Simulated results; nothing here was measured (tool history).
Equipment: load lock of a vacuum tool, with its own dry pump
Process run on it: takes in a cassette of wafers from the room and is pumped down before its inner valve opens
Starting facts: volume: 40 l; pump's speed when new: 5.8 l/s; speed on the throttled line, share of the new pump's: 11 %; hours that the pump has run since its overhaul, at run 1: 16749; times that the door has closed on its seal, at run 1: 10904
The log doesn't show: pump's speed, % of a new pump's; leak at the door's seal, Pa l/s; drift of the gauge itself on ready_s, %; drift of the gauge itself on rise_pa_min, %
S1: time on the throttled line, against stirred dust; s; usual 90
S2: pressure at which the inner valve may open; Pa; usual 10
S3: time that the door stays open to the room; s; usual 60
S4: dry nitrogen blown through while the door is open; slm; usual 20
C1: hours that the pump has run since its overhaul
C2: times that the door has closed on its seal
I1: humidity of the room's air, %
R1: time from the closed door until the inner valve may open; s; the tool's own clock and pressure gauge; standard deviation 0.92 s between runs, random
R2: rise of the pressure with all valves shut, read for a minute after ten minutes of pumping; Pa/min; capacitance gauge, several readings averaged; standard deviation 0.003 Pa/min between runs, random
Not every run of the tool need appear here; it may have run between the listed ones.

{"run": 1, "hour": 0.0, "S1": 90, "S2": 10, "S3": 60, "S4": 20, "C1": 16749, "C2": 10904, "I1": 50.6, "R1": 159.2, "R2": 0.065}
{"run": 2, "hour": 618.1, "S1": 90, "S2": 10, "S3": 60, "S4": 20, "C1": 17367, "C2": 12702, "I1": 48.9, "R1": 161.4, "R2": 0.073}
{"run": 3, "hour": 929.7, "S1": 90, "S2": 10, "S3": 60, "S4": 20, "C1": 17679, "C2": 13608, "I1": 46.6, "R1": 159.5, "R2": 0.071}
{"run": 4, "hour": 1494.6, "S1": 90, "S2": 10, "S3": 60, "S4": 20, "C1": 18244, "C2": 15251, "I1": 46.2, "R1": 161.1, "R2": 0.071}
{"run": 5, "hour": 2002.6, "S1": 90, "S2": 10, "S3": 60, "S4": 13, "C1": 18752, "C2": 16729, "I1": 44.7, "R1": 162.5, "R2": 0.083}
{"run": 6, "hour": 2305.6, "S1": 90, "S2": 10, "S3": 76, "S4": 20, "C1": 19055, "C2": 17610, "I1": 47.4, "R1": 163.2, "R2": 0.092}
{"run": 7, "hour": 2788.9, "S1": 68, "S2": 10, "S3": 60, "S4": 20, "C1": 19538, "C2": 19016, "I1": 43.7, "R1": 143.9, "R2": 0.086}
{"run": 8, "hour": 3328.2, "S1": 148, "S2": 10, "S3": 60, "S4": 20, "C1": 20077, "C2": 20584, "I1": 48.5, "R1": 212.9, "R2": 0.095}
{"run": 9, "hour": 3639.9, "S1": 90, "S2": 10, "S3": 60, "S4": 20, "C1": 20389, "C2": 21491, "I1": 42.7, "R1": 164.7, "R2": 0.09}
{"run": 10, "hour": 3988.1, "S1": 90, "S2": 17, "S3": 60, "S4": 20, "C1": 20737, "C2": 22503, "I1": 41.3, "R1": 160.4, "R2": 0.093}
{"run": 11, "hour": 4329.5, "S1": 90, "S2": 17, "S3": 60, "S4": 20, "C1": 21079, "C2": 23496, "I1": 47.1, "R1": 157.6, "R2": 0.106}
{"run": 12, "hour": 4692.4, "S1": 66, "S2": 13, "S3": 60, "S4": 13, "C1": 21441, "C2": 24552, "I1": 46.2, "R1": 141.7, "R2": 0.11}
{"run": 13, "hour": 5256.3, "S1": 100, "S2": 10, "S3": 157, "S4": 8, "C1": 22005, "C2": 26192, "I1": 44.7, "R1": 174.1, "R2": 0.154}
{"run": 14, "hour": 5616.9, "S1": 65, "S2": 9, "S3": 60, "S4": 6, "C1": 22366, "C2": 27241, "I1": 44.4, "R1": 146.8, "R2": 0.128}
{"run": 15, "hour": 5997.5, "S1": 65, "S2": 9, "S3": 60, "S4": 6, "C1": 22747, "C2": 28348, "I1": 43.4, "R1": 147.3, "R2": 0.135}
{"hour": 6109.3, "done": "dry pump taken out, an overhauled one fitted"}
{"run": 16, "hour": 6294.3, "S1": 90, "S2": 10, "S3": 124, "S4": 11, "C1": 185, "C2": 29193, "I1": 45.4, "R1": 144.1, "R2": 0.152}
{"run": 17, "hour": 6589.4, "S1": 90, "S2": 10, "S3": 124, "S4": 11, "C1": 480, "C2": 30052, "I1": 44.3, "R1": 143.4, "R2": 0.149}
{"run": 18, "hour": 6914.9, "S1": 90, "S2": 11, "S3": 60, "S4": 20, "C1": 806, "C2": 30998, "I1": 44.8, "R1": 143.4, "R2": 0.122}
{"run": 19, "hour": 7203.0, "S1": 77, "S2": 11, "S3": 60, "S4": 20, "C1": 1094, "C2": 31836, "I1": 45.5, "R1": 132.6, "R2": 0.131}

Below are 5 alternative next runs, each starting from the tool's condition after run 19. Predict each:
{"run": "A", "hour": 7566.6, "S1": 76, "S2": 15, "S3": 60, "S4": 20, "C1": 1457, "C2": 32894, "I1": 44.0, "R1": "?", "R2": "?"}
{"run": "B", "hour": 7566.6, "S1": 55, "S2": 10, "S3": 120, "S4": 20, "C1": 1457, "C2": 32894, "I1": 44.7, "R1": "?", "R2": "?"}
{"run": "C", "hour": 7566.6, "S1": 77, "S2": 19, "S3": 52, "S4": 30, "C1": 1457, "C2": 32894, "I1": 43.9, "R1": "?", "R2": "?"}
{"run": "D", "hour": 7566.6, "S1": 77, "S2": 9, "S3": 60, "S4": 28, "C1": 1457, "C2": 32894, "I1": 45.0, "R1": "?", "R2": "?"}
{"run": "E", "hour": 7566.6, "S1": 90, "S2": 15, "S3": 60, "S4": 8, "C1": 1457, "C2": 32894, "I1": 45.7, "R1": "?", "R2": "?"}

run=A R1=128.7 R2=0.133
run=B R1=114.0 R2=0.151
run=C R1=128.4 R2=0.127
run=D R1=134.4 R2=0.133
run=E R1=142.1 R2=0.150
Take away the tool's hidden state, keep each run's random variation, and the runs would have read:
run=A R1=127.4 R2=0.037
run=B R1=112.5 R2=0.056
run=C R1=127.2 R2=0.030
run=D R1=133.0 R2=0.038
run=E R1=140.8 R2=0.054
